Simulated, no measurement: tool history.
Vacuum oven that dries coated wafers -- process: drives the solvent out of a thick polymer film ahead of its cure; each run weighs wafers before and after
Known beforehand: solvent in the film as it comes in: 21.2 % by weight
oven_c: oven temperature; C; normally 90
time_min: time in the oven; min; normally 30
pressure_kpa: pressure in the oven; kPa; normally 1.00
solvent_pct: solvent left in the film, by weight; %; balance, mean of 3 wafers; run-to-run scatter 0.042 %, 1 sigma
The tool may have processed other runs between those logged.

run    hour  oven_c  time_min  pressure_kpa  solvent_pct
  1     0.0      90        30          1.00         4.00
  2    66.8      90        30          1.00         4.04
  3   146.5      90        30          1.00         4.04
  4   217.9      90        24          1.00         5.37
  5   262.7     101        30          1.00         0.99
  6   328.6     101        30          1.00         1.00
  7   392.8     101        30          1.00         0.95
  8   440.5     101        30          1.00         0.95
  9   499.0      90        30          1.00         4.20
 10   577.6      90        30          1.00         4.24
 11   656.6      90        30          1.00         4.30
 12   721.0      90        30          1.72         4.70
 13   773.9      90        30          1.00         4.34
 14   831.8      90        30          1.00         4.36
 15   873.1      90        30          1.00         4.37
 16   949.4      90        30          1.00         4.40
 17  1015.3      90        30          1.00         4.46
 18  1091.4      90        30          1.00         4.42
 19  1165.7      90        30          1.00         4.46
 20  1211.8     103        22          2.02         1.82
 21  1293.6     103        22          2.02         1.93
     1301.6  -- oven's thermocouples calibrated
 22  1348.1      77        22          2.02        12.95
 23  1387.2      78        41          1.29         8.87
 24  1450.3      78        41          1.44         9.01
 25  1499.9      78        41          1.44         9.04
 26  1539.3      79        15          1.44        13.45
     1582.8  -- oven's thermocouples calibrated, once more
 27  1593.6      90        20          1.00         6.42
 28  1641.8      98        20          1.09         3.04
 29  1675.8      82        20          1.65        10.47
 30  1737.5      80        45          0.95         6.44
 31  1808.3      84        30          0.80         6.99
 32  1861.1      90        25          1.50         5.45
 33  1906.8      90        36          1.61         3.56
 34  1940.4      79        29          1.61        10.01
 35  2006.6      98        52          1.00         0.61

Alternative continuations, all from the tool just after run 35; predict every row:
  A  2041.5      82        37          1.72            ?
  B  2041.5      77        30          1.00            ?
  C  2041.5      92        23          1.16            ?

run  solvent_pct
  A         7.22
  B        10.50
  C         5.02
Without the tool's unlogged condition, the same runs would have read:
run  solvent_pct
  A         6.90
  B        10.21
  C         4.75
